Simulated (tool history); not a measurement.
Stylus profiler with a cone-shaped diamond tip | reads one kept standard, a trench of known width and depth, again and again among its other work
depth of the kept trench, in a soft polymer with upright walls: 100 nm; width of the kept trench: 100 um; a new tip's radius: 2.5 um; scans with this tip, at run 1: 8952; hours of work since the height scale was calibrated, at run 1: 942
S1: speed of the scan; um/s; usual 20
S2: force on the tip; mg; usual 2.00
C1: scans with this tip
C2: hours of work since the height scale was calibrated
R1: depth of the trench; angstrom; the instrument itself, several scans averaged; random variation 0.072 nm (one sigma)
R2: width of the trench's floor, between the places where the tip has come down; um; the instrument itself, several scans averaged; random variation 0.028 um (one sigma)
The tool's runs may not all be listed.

run 1 hour=0.0 | S1=20 S2=2.00 | C1=8952 C2=942 | R1=1002.4 R2=98.36
run 2 hour=54.4 | S1=20 S2=2.00 | C1=9241 C2=973 | R1=1002.7 R2=98.37
run 3 hour=110.0 | S1=20 S2=2.00 | C1=9536 C2=1004 | R1=1001.1 R2=98.31
run 4 hour=180.2 | S1=20 S2=0.72 | C1=9909 C2=1043 | R1=998.5 R2=98.28
run 5 hour=263.0 | S1=20 S2=0.72 | C1=10348 C2=1089 | R1=998.0 R2=98.26
run 6 hour=306.8 | S1=20 S2=2.00 | C1=10581 C2=1114 | R1=1001.0 R2=98.37
run 7 hour=366.8 | S1=20 S2=2.76 | C1=10899 C2=1147 | R1=1002.8 R2=98.34
run 8 hour=436.0 | S1=20 S2=2.76 | C1=11267 C2=1186 | R1=1002.5 R2=98.37
run 9 hour=530.4 | S1=20 S2=2.76 | C1=11768 C2=1239 | R1=1001.7 R2=98.37
run 10 hour=628.8 | S1=37 S2=2.00 | C1=12291 C2=1294 | R1=1000.2 R2=98.26
run 11 hour=687.4 | S1=20 S2=0.69 | C1=12602 C2=1326 | R1=997.2 R2=98.23
run 12 hour=767.5 | S1=20 S2=1.34 | C1=13027 C2=1371 | R1=997.8 R2=98.31
run 13 hour=840.4 | S1=20 S2=1.34 | C1=13414 C2=1412 | R1=998.4 R2=98.25
-- hour=845.3 height scale calibrated on a step standard
run 14 hour=936.4 | S1=20 S2=2.00 | C1=13922 C2=51 | R1=998.1 R2=98.33
run 15 hour=1008.3 | S1=45 S2=2.00 | C1=14303 C2=91 | R1=997.3 R2=98.14
run 16 hour=1068.8 | S1=45 S2=2.00 | C1=14624 C2=125 | R1=997.8 R2=98.11
run 17 hour=1127.5 | S1=45 S2=2.00 | C1=14936 C2=158 | R1=996.2 R2=98.13
run 18 hour=1204.7 | S1=45 S2=2.00 | C1=15346 C2=201 | R1=997.1 R2=98.10
run 19 hour=1279.3 | S1=20 S2=2.00 | C1=15742 C2=243 | R1=997.4 R2=98.33
run 20 hour=1372.0 | S1=20 S2=2.00 | C1=16235 C2=294 | R1=996.9 R2=98.29
-- hour=1395.4 height scale calibrated on a step standard, once more
run 21 hour=1440.7 | S1=6 S2=2.00 | C1=16596 C2=25 | R1=1006.0 R2=98.36
run 22 hour=1537.9 | S1=20 S2=2.00 | C1=17113 C2=80 | R1=1006.2 R2=98.25
run 23 hour=1596.7 | S1=20 S2=2.00 | C1=17425 C2=113 | R1=1005.9 R2=98.26
run 24 hour=1696.6 | S1=20 S2=2.00 | C1=17955 C2=168 | R1=1005.4 R2=98.28
run 25 hour=1765.2 | S1=13 S2=5.43 | C1=18320 C2=207 | R1=1012.4 R2=98.34
run 26 hour=1867.4 | S1=7 S2=4.21 | C1=18862 C2=264 | R1=1009.2 R2=98.32
run 27 hour=1953.7 | S1=20 S2=2.00 | C1=19320 C2=312 | R1=1003.9 R2=98.24
run 28 hour=2043.4 | S1=20 S2=2.00 | C1=19797 C2=362 | R1=1004.8 R2=98.26
run 29 hour=2092.8 | S1=9 S2=1.64 | C1=20059 C2=390 | R1=1004.5 R2=98.29
run 30 hour=2153.7 | S1=16 S2=1.08 | C1=20382 C2=424 | R1=1002.9 R2=98.28
run 31 hour=2252.6 | S1=7 S2=3.76 | C1=20907 C2=479 | R1=1006.9 R2=98.29
run 32 hour=2329.5 | S1=6 S2=5.36 | C1=21316 C2=522 | R1=1010.6 R2=98.34
run 33 hour=2400.4 | S1=11 S2=1.56 | C1=21692 C2=562 | R1=1003.3 R2=98.28
run 34 hour=2443.6 | S1=7 S2=1.45 | C1=21921 C2=586 | R1=1002.6 R2=98.28
run 35 hour=2491.3 | S1=7 S2=1.45 | C1=22175 C2=613 | R1=1002.2 R2=98.29
run 36 hour=2594.2 | S1=6 S2=0.82 | C1=22721 C2=670 | R1=999.7 R2=98.24
run 37 hour=2687.6 | S1=43 S2=3.78 | C1=23217 C2=722 | R1=1006.1 R2=98.17
run 38 hour=2788.2 | S1=42 S2=3.33 | C1=23751 C2=779 | R1=1005.7 R2=98.11
run 39 hour=2859.5 | S1=47 S2=4.56 | C1=24130 C2=818 | R1=1007.7 R2=98.11
run 40 hour=2915.4 | S1=7 S2=0.99 | C1=24427 C2=850 | R1=999.8 R2=98.26
run 41 hour=2962.0 | S1=22 S2=1.31 | C1=24674 C2=876 | R1=1001.2 R2=98.16
run 42 hour=3027.1 | S1=22 S2=1.39 | C1=25020 C2=912 | R1=1000.5 R2=98.14
run 43 hour=3091.2 | S1=29 S2=2.93 | C1=25360 C2=948 | R1=1003.0 R2=98.13
run 44 hour=3184.3 | S1=24 S2=2.95 | C1=25855 C2=1000 | R1=1003.8 R2=98.18
run 45 hour=3286.7 | S1=22 S2=0.93 | C1=26398 C2=1057 | R1=998.8 R2=98.11

Some steps in R1 between neighbouring runs. How much of each would the tool show without its hidden state too (settings, what came in, random variation), and how much is left for the hidden state, with any gauge scatter that isn't in both results?
The hidden state here: radius of the tip, um; height scale over the true one, %; drift of the gauge itself on depth_nm, %; drift of the gauge itself on floor_um, %.
Run 7 -> 8: no setting changed, nothing entered. R1 -0.3 angstrom: hidden state -0.3, all else +0.0.
Run 13 -> 14: S2 1.34 -> 2.00, height scale calibrated on a step standard. R1 -0.3 angstrom: hidden state -2.0, all else +1.7.
Run 20 -> 21: S1 20 -> 6, height scale calibrated on a step standard, once more. R1 +9.1 angstrom: hidden state +9.6, all else -0.5.
Run 32 -> 33: S1 6 -> 11, S2 5.36 -> 1.56. R1 -7.3 angstrom: hidden state -0.2, all else -7.1.
Run 39 -> 40: S1 47 -> 7, S2 4.56 -> 0.99. R1 -7.9 angstrom: hidden state -0.1, all else -7.8.

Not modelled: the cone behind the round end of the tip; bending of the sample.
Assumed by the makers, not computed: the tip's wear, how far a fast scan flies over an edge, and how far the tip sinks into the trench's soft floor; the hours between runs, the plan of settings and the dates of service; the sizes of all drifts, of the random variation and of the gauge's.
